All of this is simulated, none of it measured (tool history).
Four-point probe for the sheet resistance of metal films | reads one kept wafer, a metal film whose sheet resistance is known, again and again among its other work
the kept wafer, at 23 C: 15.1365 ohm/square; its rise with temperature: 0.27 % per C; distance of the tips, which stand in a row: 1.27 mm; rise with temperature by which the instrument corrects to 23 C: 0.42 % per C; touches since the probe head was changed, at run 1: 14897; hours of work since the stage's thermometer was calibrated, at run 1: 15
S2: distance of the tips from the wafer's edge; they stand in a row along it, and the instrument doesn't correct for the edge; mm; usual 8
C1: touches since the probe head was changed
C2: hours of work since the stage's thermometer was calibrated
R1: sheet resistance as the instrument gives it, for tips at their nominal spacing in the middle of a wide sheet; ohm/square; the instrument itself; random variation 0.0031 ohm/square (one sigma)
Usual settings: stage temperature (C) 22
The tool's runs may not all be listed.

{"run": 1, "hour": 0.0, "stage temperature (C)": 22, "S2": 8, "C1": 14897, "C2": 15, "R1": 15.283174}
{"run": 2, "hour": 28.2, "stage temperature (C)": 22, "S2": 8, "C1": 15917, "C2": 32, "R1": 15.277764}
{"run": 3, "hour": 61.0, "stage temperature (C)": 22, "S2": 5, "C1": 17102, "C2": 51, "R1": 15.58455}
{"run": 4, "hour": 91.4, "stage temperature (C)": 22, "S2": 5, "C1": 18204, "C2": 69, "R1": 15.581197}
{"run": 5, "hour": 120.1, "stage temperature (C)": 22, "S2": 29, "C1": 19242, "C2": 85, "R1": 15.088782}
{"run": 6, "hour": 136.8, "stage temperature (C)": 22, "S2": 65, "C1": 19845, "C2": 95, "R1": 15.081532}
{"run": 7, "hour": 162.3, "stage temperature (C)": 22, "S2": 65, "C1": 20767, "C2": 110, "R1": 15.077215}
{"run": 8, "hour": 186.0, "stage temperature (C)": 22, "S2": 20, "C1": 21624, "C2": 124, "R1": 15.107118}
{"run": 9, "hour": 215.7, "stage temperature (C)": 22, "S2": 20, "C1": 22700, "C2": 141, "R1": 15.104824}
{"run": 10, "hour": 236.9, "stage temperature (C)": 22, "S2": 20, "C1": 23466, "C2": 153, "R1": 15.104665}
{"run": 11, "hour": 256.8, "stage temperature (C)": 22, "S2": 20, "C1": 24185, "C2": 165, "R1": 15.104716}
{"run": 12, "hour": 274.9, "stage temperature (C)": 22, "S2": 70, "C1": 24841, "C2": 176, "R1": 15.075144}
{"run": 13, "hour": 308.7, "stage temperature (C)": 22, "S2": 63, "C1": 26063, "C2": 195, "R1": 15.075035}
{"run": 14, "hour": 332.7, "stage temperature (C)": 22, "S2": 8, "C1": 26930, "C2": 209, "R1": 15.276182}
{"run": 15, "hour": 367.9, "stage temperature (C)": 22, "S2": 8, "C1": 28204, "C2": 230, "R1": 15.266547}
{"run": 16, "hour": 389.0, "stage temperature (C)": 32, "S2": 15, "C1": 28968, "C2": 242, "R1": 14.920866}

The next listed run, before its measurement:
{"run": 17, "hour": 423.2, "stage temperature (C)": 28, "S2": 41, "C1": 30203, "C2": 262, "R1": "?"}

{"run 17": {"R1": 14.946553}}
Without the tool's hidden state the same run would have given R1 15.035783 ohm/square.
